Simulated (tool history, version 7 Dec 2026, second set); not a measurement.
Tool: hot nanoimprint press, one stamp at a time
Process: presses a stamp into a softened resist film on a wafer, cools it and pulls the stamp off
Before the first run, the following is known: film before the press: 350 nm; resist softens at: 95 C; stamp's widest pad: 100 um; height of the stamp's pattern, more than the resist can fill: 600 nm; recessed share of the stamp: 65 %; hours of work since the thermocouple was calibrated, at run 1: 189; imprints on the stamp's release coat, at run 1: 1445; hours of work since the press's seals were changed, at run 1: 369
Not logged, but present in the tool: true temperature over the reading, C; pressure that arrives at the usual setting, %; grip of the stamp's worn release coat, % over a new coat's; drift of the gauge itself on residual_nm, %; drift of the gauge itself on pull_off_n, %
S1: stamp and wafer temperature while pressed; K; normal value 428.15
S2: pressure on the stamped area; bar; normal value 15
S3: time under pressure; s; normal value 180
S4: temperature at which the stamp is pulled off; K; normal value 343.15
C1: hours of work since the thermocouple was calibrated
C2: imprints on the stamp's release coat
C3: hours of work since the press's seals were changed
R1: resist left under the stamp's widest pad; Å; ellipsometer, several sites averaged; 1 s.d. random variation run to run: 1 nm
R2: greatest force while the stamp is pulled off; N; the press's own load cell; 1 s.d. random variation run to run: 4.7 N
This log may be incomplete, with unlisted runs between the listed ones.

run,day,S1,S2,S3,S4,C1,C2,C3,R1,R2
1,0,428.15,15,180,343.15,189,1445,369,1630,301
2,0.575,428.15,18.1,180,343.15,200,1487,380,1485,302
3,1.383,428.15,18.1,180,343.15,215,1545,395,1491,310
4,1.883,428.15,18.1,180,343.15,224,1581,404,1470,304
# day 2.2: stamp cleaned and given a new release coat
5,2.85,428.15,15,301,343.15,237,47,417,1333,231
6,3.575,428.15,15,301,343.15,251,99,430,1340,229
7,4.267,428.15,15,301,343.15,263,149,443,1337,231
8,4.979,428.15,15,301,343.15,276,201,456,1338,236
9,5.533,428.15,15,301,343.15,287,241,467,1337,242
10,6.338,426.15,15,301,351.15,302,299,481,1440,219
11,6.758,426.15,15,122,335.15,309,329,489,1966,263
12,7.342,425.15,14.9,180,341.15,320,372,500,1817,244
13,8.054,430.15,14.3,101,343.15,333,423,513,1840,243

3 ways to go on from here, each from the tool as it stands after run 13. What would each give?
A,8.5,430.15,20.2,101,343.15,341,455,521,?,?
B,8.5,430.15,14.3,289,328.15,341,455,521,?,?
C,8.5,417.15,9.3,180,342.15,341,455,521,?,?

run,R1,R2
A,1570,245
B,1270,288
C,2782,256
Without the tool's unlogged condition, the same runs would have read:
run,R1,R2
A,1625,228
B,1326,267
C,2859,238

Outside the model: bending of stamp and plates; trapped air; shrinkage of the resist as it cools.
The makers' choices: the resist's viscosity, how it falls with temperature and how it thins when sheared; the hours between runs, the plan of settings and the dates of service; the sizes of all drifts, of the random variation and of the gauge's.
